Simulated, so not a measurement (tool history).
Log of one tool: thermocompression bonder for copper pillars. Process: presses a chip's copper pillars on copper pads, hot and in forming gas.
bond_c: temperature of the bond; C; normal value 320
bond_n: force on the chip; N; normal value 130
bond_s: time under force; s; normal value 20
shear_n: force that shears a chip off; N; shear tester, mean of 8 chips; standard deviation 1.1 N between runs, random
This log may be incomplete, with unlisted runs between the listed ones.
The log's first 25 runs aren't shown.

run,day,bond_c,bond_n,bond_s,shear_n
# day 14.825: heater calibrated with a thermocouple chip
26,15.062,320,95,13,60.9
27,15.429,320,95,13,59.2
28,16.238,320,95,13,59.1
29,16.912,320,158,39,120.7
30,17.629,320,158,39,118.8
31,18.408,340,165,11,103.7
32,19.138,340,165,11,102.7
33,19.746,340,165,11,103.4
# day 20.05: forming gas filter changed
34,20.2,290,146,19,82.8
35,20.729,290,113,19,64.2
36,21.567,348,149,20,114
37,22.258,320,110,11,65.5
38,23.104,320,110,11,67.1
39,23.592,320,110,11,67.1

Consider 3 possible next runs. They are alternatives, not a sequence: every one starts from the tool as it was left by run 39. What does each give?
A,24.221,320,147,11,?
B,24.221,324,130,38,?
C,24.221,320,162,46,?

run,shear_n
A,84.1
B,110.9
C,123.7
Had the tool no hidden state, the same runs would have come out as:
run,shear_n
A,84.3
B,111.1
C,124
